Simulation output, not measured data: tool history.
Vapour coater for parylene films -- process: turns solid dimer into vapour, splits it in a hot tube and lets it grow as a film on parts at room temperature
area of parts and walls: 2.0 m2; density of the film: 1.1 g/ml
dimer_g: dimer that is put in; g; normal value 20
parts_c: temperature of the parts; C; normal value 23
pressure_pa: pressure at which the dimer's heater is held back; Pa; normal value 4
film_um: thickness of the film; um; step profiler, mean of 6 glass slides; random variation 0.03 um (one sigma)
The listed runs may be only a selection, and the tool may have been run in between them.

run	day	dimer_g	parts_c	pressure_pa	film_um
1	0	20	23	4	4.49
2	0.596	20	23	2.4	4.86
3	1.325	20	23	2.4	4.84
4	1.946	20	23	10.34	3.87
5	2.875	20	19	4	5.16
6	3.992	20	19	4	5.09
7	4.754	20	19	4	5.06
8	6.117	20	19	4	5.08
9	6.838	20	19	4	5.02
10	7.608	20	23	4	4.33
11	8.954	20	23	4	4.3
12	10.088	20	23	4	4.28
13	10.796	20	23	4	4.29
14	11.512	20	18	4	5.07
15	12.662	28	15	3.65	8.01
16	13.342	11	27	8.83	1.76
17	14.696	31	27	2.18	6.08
18	15.458	22	16	5.27	5.66
19	16.679	22	16	5.27	5.66
20	17.492	27	23	10.57	4.8
21	18.342	27	23	10.57	4.82
22	19.383	27	23	10.57	4.67
# day 20.312: trap's valve overhauled
23	20.662	19	23	9.81	3.8
24	21.962	20	23	8.94	4.01
25	23.217	20	23	8.94	3.99

What will run 26 give?
26	24.188	17	29	4	?

{"run 26": {"film_um": 3.03}}
Had the tool carried no hidden state, the very same run would have given film_um 3.09 um.

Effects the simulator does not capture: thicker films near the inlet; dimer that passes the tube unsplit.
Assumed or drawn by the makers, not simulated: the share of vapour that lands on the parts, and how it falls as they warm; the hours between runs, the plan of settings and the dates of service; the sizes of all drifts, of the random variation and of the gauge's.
